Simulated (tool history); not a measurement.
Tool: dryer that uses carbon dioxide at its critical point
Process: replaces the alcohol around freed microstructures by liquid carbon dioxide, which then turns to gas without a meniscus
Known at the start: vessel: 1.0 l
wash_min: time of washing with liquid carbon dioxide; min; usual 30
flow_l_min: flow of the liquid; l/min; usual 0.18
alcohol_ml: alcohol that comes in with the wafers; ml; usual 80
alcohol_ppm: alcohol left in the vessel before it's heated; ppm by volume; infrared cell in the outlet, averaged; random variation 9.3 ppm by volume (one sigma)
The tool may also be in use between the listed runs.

| run | hour | wash_min | flow_l_min | alcohol_ml | alcohol_ppm |
|---|---|---|---|---|---|
| 1 | 0 | 30 | 0.18 | 80 | 802 |
| 2 | 11 | 30 | 0.18 | 80 | 848 |
| 3 | 16.8 | 30 | 0.18 | 80 | 864 |
| 4 | 26.6 | 30 | 0.18 | 80 | 844 |
| 5 | 32.8 | 42 | 0.18 | 80 | 213 |
| 6 | 40.8 | 42 | 0.18 | 80 | 224 |
| 7 | 48.3 | 42 | 0.18 | 80 | 226 |
| 8 | 60.2 | 30 | 0.18 | 80 | 917 |
| 9 | 70.5 | 29 | 0.18 | 80 | 1024 |
| 10 | 79.4 | 29 | 0.18 | 80 | 1091 |
| 11 | 88.3 | 29 | 0.18 | 80 | 1061 |
| 12 | 97.1 | 29 | 0.18 | 80 | 1096 |
| 13 | 103.7 | 36 | 0.18 | 80 | 466 |
| 14 | 109.4 | 36 | 0.18 | 26 | 235 |
| 15 | 122.6 | 36 | 0.18 | 26 | 240 |
|  | 127.3 | inlet filter changed |
| 16 | 130.9 | 36 | 0.18 | 69 | 273 |
| 17 | 139.6 | 25 | 0.18 | 66 | 1142 |
| 18 | 151.8 | 24 | 0.18 | 80 | 1550 |
| 19 | 159.9 | 24 | 0.18 | 80 | 1626 |
| 20 | 165.7 | 21 | 0.18 | 24 | 870 |
| 21 | 175.1 | 21 | 0.18 | 24 | 891 |
| 22 | 181 | 28 | 0.18 | 56 | 663 |
| 23 | 191.7 | 28 | 0.18 | 56 | 689 |
| 24 | 198.4 | 42 | 0.164 | 56 | 241 |
| 25 | 204.1 | 23 | 0.19 | 44 | 972 |
| 26 | 214 | 30 | 0.18 | 64 | 616 |
| 27 | 222.9 | 30 | 0.18 | 64 | 606 |
| 28 | 233.7 | 32 | 0.226 | 59 | 242 |
| 29 | 240 | 30 | 0.139 | 43 | 1143 |
| 30 | 246.6 | 36 | 0.258 | 65 | 162 |

Forecast each of these 4 alternatives for the next run:
| A | 257.1 | 36 | 0.254 | 65 | ? |
| B | 257.1 | 44 | 0.11 | 25 | ? |
| C | 257.1 | 32 | 0.258 | 37 | ? |
| D | 257.1 | 40 | 0.224 | 21 | ? |

| run | alcohol_ppm |
|---|---|
| A | 162 |
| B | 454 |
| C | 180 |
| D | 146 |
Without the tool's hidden state the same runs would have given:
| run | alcohol_ppm |
|---|---|
| A | 14 |
| B | 256 |
| C | 33 |
| D | 9 |

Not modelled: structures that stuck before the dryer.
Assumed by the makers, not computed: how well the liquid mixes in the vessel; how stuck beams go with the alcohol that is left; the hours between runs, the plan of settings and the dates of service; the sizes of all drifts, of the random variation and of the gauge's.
